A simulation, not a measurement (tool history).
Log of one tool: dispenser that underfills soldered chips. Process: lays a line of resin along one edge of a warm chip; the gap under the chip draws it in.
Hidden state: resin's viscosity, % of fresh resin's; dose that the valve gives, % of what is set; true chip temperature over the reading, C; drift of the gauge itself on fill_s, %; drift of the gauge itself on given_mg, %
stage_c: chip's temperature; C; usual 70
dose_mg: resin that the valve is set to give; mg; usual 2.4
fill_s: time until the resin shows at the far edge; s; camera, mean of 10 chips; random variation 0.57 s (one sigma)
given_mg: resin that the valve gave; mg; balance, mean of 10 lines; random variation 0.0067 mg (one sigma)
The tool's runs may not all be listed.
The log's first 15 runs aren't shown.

| run | day | stage_c | dose_mg | hours of work since the syringe was changed | hours of work since the valve was cleaned | hours of work since the stage was calibrated | fill_s | given_mg |
|---|---|---|---|---|---|---|---|---|
|  | 3.479 | new syringe of resin |
| 16 | 3.746 | 70 | 2.92 | 5 | 65 | 313 | 74.9 | 2.837 |
| 17 | 3.971 | 70 | 2.4 | 9 | 69 | 317 | 98.3 | 2.328 |
|  | 4.108 | new syringe of resin |
| 18 | 4.125 | 70 | 2.4 | 0 | 71 | 320 | 55.5 | 2.316 |
| 19 | 4.338 | 70 | 2.4 | 4 | 75 | 324 | 71.3 | 2.305 |
| 20 | 4.496 | 78 | 2.82 | 7 | 78 | 327 | 57.5 | 2.726 |
|  | 4.733 | new syringe of resin |
| 21 | 4.733 | 78 | 2.82 | 0 | 83 | 331 | 36.4 | 2.697 |
|  | 4.825 | dispensing valve cleaned and set on the balance |
| 22 | 5.067 | 71 | 2.48 | 5 | 5 | 336 | 73.2 | 2.465 |
| 23 | 5.283 | 60 | 2.96 | 10 | 9 | 341 | 171 | 2.949 |
|  | 5.421 | new syringe of resin |
| 24 | 5.538 | 60 | 2.96 | 2 | 13 | 345 | 104.2 | 2.932 |
|  | 5.721 | stage's temperature calibrated |
| 25 | 5.825 | 78 | 2.7 | 7 | 18 | 2 | 50 | 2.67 |
| 26 | 6.042 | 78 | 2.7 | 11 | 22 | 6 | 65.3 | 2.658 |
|  | 6.1 | new syringe of resin |
| 27 | 6.338 | 70 | 2.42 | 4 | 27 | 11 | 66.1 | 2.386 |
| 28 | 6.633 | 65 | 2.42 | 10 | 33 | 17 | 119.2 | 2.379 |
|  | 6.738 | new syringe of resin |
| 29 | 6.888 | 74 | 2.07 | 3 | 37 | 21 | 50.9 | 2.025 |
| 30 | 7.129 | 67 | 2.57 | 7 | 42 | 26 | 92.7 | 2.515 |
|  | 7.379 | new syringe of resin |
| 31 | 7.408 | 68 | 2.65 | 1 | 47 | 31 | 56.9 | 2.574 |
| 32 | 7.617 | 83 | 2.4 | 4 | 51 | 35 | 35 | 2.339 |
| 33 | 7.846 | 80 | 2.84 | 9 | 55 | 39 | 52.6 | 2.767 |
|  | 8.012 | new syringe of resin |
| 34 | 8.046 | 73 | 2.83 | 1 | 58 | 43 | 43.9 | 2.741 |
| 35 | 8.204 | 76 | 2.04 | 4 | 61 | 46 | 47.1 | 1.98 |
| 36 | 8.508 | 65 | 2.56 | 9 | 67 | 51 | 116.4 | 2.474 |

4 ways to go on from here, each from the tool as it stands after run 36. What would each give?
|  | 8.642 | new syringe of resin |
| A | 8.842 | 66 | 2.65 | 4 | 73 | 57 | ? | ? |
|  | 8.642 | new syringe of resin |
| B | 8.842 | 70 | 2.48 | 4 | 73 | 57 | ? | ? |
|  | 8.642 | new syringe of resin |
| C | 8.842 | 84 | 3 | 4 | 73 | 57 | ? | ? |
|  | 8.642 | new syringe of resin |
| D | 8.842 | 82 | 2.78 | 4 | 73 | 57 | ? | ? |

| run | fill_s | given_mg |
|---|---|---|
| A | 74.8 | 2.56 |
| B | 62.9 | 2.39 |
| C | 31.1 | 2.894 |
| D | 34 | 2.68 |
Without the tool's hidden state the same runs would have given:
| run | fill_s | given_mg |
|---|---|---|
| A | 58.4 | 2.656 |
| B | 49.2 | 2.48 |
| C | 24.3 | 3.003 |
| D | 26.7 | 2.782 |
